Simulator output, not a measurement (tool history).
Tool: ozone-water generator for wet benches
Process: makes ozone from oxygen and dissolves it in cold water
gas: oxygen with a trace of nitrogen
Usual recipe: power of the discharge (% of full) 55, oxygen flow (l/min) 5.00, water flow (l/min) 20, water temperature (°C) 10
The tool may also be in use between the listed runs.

run	hour	power of the discharge (% of full)	oxygen flow (l/min)	water flow (l/min)	water temperature (°C)	dissolved ozone (ppm)	ozone in the gas ahead of the water (g/m3)
1	0.0	55	5.00	20	10	13.8	127.4
2	90.2	79	5.00	20	10	17.2	158.3
3	178.3	79	5.00	20	10	16.9	154.8
4	274.8	79	5.00	20	10	17.1	157.2
5	342.6	79	5.00	20	10	17.1	157.1
6	438.4	55	5.00	19	10	14.3	125.1
7	485.5	55	5.00	19	10	14.1	124.2
8	584.0	55	5.00	19	10	14.5	125.4
# hour 596.2: contactor cleaned
9	656.1	55	5.00	19	10	13.6	125.7
# hour 666.5: water thermometer calibrated
10	722.9	55	5.00	20	10	12.9	125.3
11	777.0	55	5.00	20	10	13.0	123.3
12	824.3	72	4.65	20	12	14.5	148.6
13	911.9	50	4.65	22	12	10.7	119.7
14	983.8	50	4.65	22	12	10.5	118.8
# hour 1071.0: contactor cleaned, once more
15	1091.1	55	5.00	23	7	13.0	124.5
16	1178.1	65	4.23	16	10	18.6	144.1
17	1246.7	65	4.23	16	10	18.8	142.6
18	1356.7	50	4.45	15	10	16.9	119.1
19	1446.4	50	4.45	15	10	17.2	120.4
20	1495.4	50	4.94	15	10	17.4	116.9
21	1542.0	73	5.00	20	10	16.6	143.3

Same runs, no hidden state in the tool, same run-to-run variation:
Hidden conditions of the tool in this case: yield of the discharge, % of new electrodes'; contactor's efficiency, % of a clean one's; true water temperature over the reading, C; drift of the gauge itself on ozone_ppm, %; drift of the gauge itself on gas_g_m3, %.
run	dissolved ozone (ppm)	ozone in the gas ahead of the water (g/m3)
1	15.6	133.2
2	19.9	168.1
3	19.5	164.8
4	19.9	167.8
5	19.9	168.1
6	16.5	132.2
7	16.2	131.4
8	16.7	133.0
9	16.2	133.5
10	15.5	133.3
11	15.7	131.4
12	17.7	160.5
13	12.9	127.2
14	12.7	126.5
15	14.0	133.6
16	20.3	156.3
17	20.5	155.0
18	18.3	128.1
19	18.7	129.7
20	18.9	126.0
21	18.6	158.2

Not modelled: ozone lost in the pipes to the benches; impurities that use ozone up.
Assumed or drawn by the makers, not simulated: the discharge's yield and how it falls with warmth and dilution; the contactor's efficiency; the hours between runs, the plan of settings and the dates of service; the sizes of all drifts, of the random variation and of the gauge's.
